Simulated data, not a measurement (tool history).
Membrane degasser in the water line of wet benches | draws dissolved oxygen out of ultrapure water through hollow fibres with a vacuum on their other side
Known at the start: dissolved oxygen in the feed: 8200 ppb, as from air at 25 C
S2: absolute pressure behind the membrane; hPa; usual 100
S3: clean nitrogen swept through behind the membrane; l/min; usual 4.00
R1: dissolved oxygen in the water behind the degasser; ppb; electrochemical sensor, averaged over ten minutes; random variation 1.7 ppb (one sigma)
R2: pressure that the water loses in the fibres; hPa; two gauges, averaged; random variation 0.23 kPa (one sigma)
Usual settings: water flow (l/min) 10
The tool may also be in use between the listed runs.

Run 1, day 0.000: usual settings. Result: R1 184.4 ppb, R2 596.3 hPa.
Run 2, day 6.925: usual settings. Result: R1 183.6 ppb, R2 595.7 hPa.
Run 3, day 14.700: usual settings. Result: R1 184.6 ppb, R2 590.4 hPa.
Run 4, day 20.175: usual settings but water flow (l/min) 14. Result: R1 311.3 ppb, R2 837.4 hPa.
Run 5, day 25.779: usual settings but water flow (l/min) 14. Result: R1 310.6 ppb, R2 833.8 hPa.
Run 6, day 37.375: usual settings but water flow (l/min) 14. Result: R1 317.4 ppb, R2 830.6 hPa.
Run 7, day 44.579: usual settings but water flow (l/min) 14. Result: R1 317.9 ppb, R2 832.3 hPa.
Run 8, day 50.312: usual settings but water flow (l/min) 12. Result: R1 247.4 ppb, R2 716.9 hPa.
Run 9, day 58.508: usual settings but water flow (l/min) 12. Result: R1 250.9 ppb, R2 718.9 hPa.
Run 10, day 67.492: usual settings but water flow (l/min) 12. Result: R1 258.0 ppb, R2 719.8 hPa.
Run 11, day 77.225: usual settings but water flow (l/min) 12. Result: R1 251.2 ppb, R2 719.3 hPa.
At day 78.150: vacuum gauge calibrated.
Run 12, day 84.542: usual settings but water flow (l/min) 15. Result: R1 363.9 ppb, R2 902.2 hPa.
Run 13, day 91.500: usual settings. Result: R1 191.6 ppb, R2 599.4 hPa.
Run 14, day 101.612: usual settings. Result: R1 192.5 ppb, R2 599.9 hPa.
Run 15, day 107.583: usual settings but S3 11.10 l/min. Result: R1 166.5 ppb, R2 600.3 hPa.
Run 16, day 117.775: usual settings but S2 204 hPa, S3 9.37 l/min. Result: R1 194.5 ppb, R2 602.6 hPa.
At day 119.279: vacuum gauge calibrated, once more.
Run 17, day 126.729: usual settings but water flow (l/min) 13, S2 148 hPa, S3 3.74 l/min. Result: R1 335.0 ppb, R2 787.2 hPa.
Run 18, day 134.854: usual settings but water flow (l/min) 13, S2 148 hPa, S3 3.74 l/min. Result: R1 334.3 ppb, R2 783.5 hPa.
Run 19, day 143.229: usual settings but water flow (l/min) 13, S2 148 hPa, S3 3.74 l/min. Result: R1 337.1 ppb, R2 784.7 hPa.
Run 20, day 149.104: usual settings but water flow (l/min) 8, S2 166 hPa. Result: R1 171.5 ppb, R2 485.6 hPa.
Run 21, day 160.283: usual settings but water flow (l/min) 8, S2 166 hPa. Result: R1 168.6 ppb, R2 487.7 hPa.
Run 22, day 166.371: usual settings but water flow (l/min) 8, S2 166 hPa, S3 7.20 l/min. Result: R1 139.7 ppb, R2 488.5 hPa.
Run 23, day 172.033: usual settings but water flow (l/min) 7, S2 69 hPa, S3 5.90 l/min. Result: R1 90.4 ppb, R2 428.3 hPa.
Run 24, day 178.346: usual settings but water flow (l/min) 14, S2 69 hPa, S3 2.05 l/min. Result: R1 340.7 ppb, R2 853.5 hPa.
Run 25, day 184.754: usual settings but S2 182 hPa, S3 10.75 l/min. Result: R1 194.6 ppb, R2 611.6 hPa.
Run 26, day 195.783: usual settings but S2 182 hPa, S3 10.75 l/min. Result: R1 197.4 ppb, R2 612.9 hPa.
Run 27, day 200.621: usual settings but water flow (l/min) 12, S2 176 hPa, S3 10.75 l/min. Result: R1 260.8 ppb, R2 732.4 hPa.
Run 28, day 209.958: usual settings but water flow (l/min) 7, S2 127 hPa. Result: R1 123.3 ppb, R2 431.2 hPa.

Some steps in R1 between neighbouring runs. How much of each would the tool show without its hidden state too (settings, what came in, random variation), and how much is left for the hidden state, with any gauge scatter that isn't in both results?
The hidden state here: membrane still open, %; true pressure behind the membrane over the reading, kPa; air that leaks in behind the membrane, l/min; drift of the gauge itself on oxygen_ppb, %; drift of the gauge itself on loss_of_pressure_kpa, %.
Run 12 -> 13: water flow (l/min) 15 -> 10. R1 -172.3 ppb: hidden state -13.3, all else -159.0.
Run 23 -> 24: water flow (l/min) 7 -> 14, S3 5.90 -> 2.05. R1 +250.3 ppb: hidden state +29.2, all else +221.1.
Run 27 -> 28: water flow (l/min) 12 -> 7, S2 176 -> 127, S3 10.75 -> 4.00. R1 -137.5 ppb: hidden state -19.5, all else -118.0.
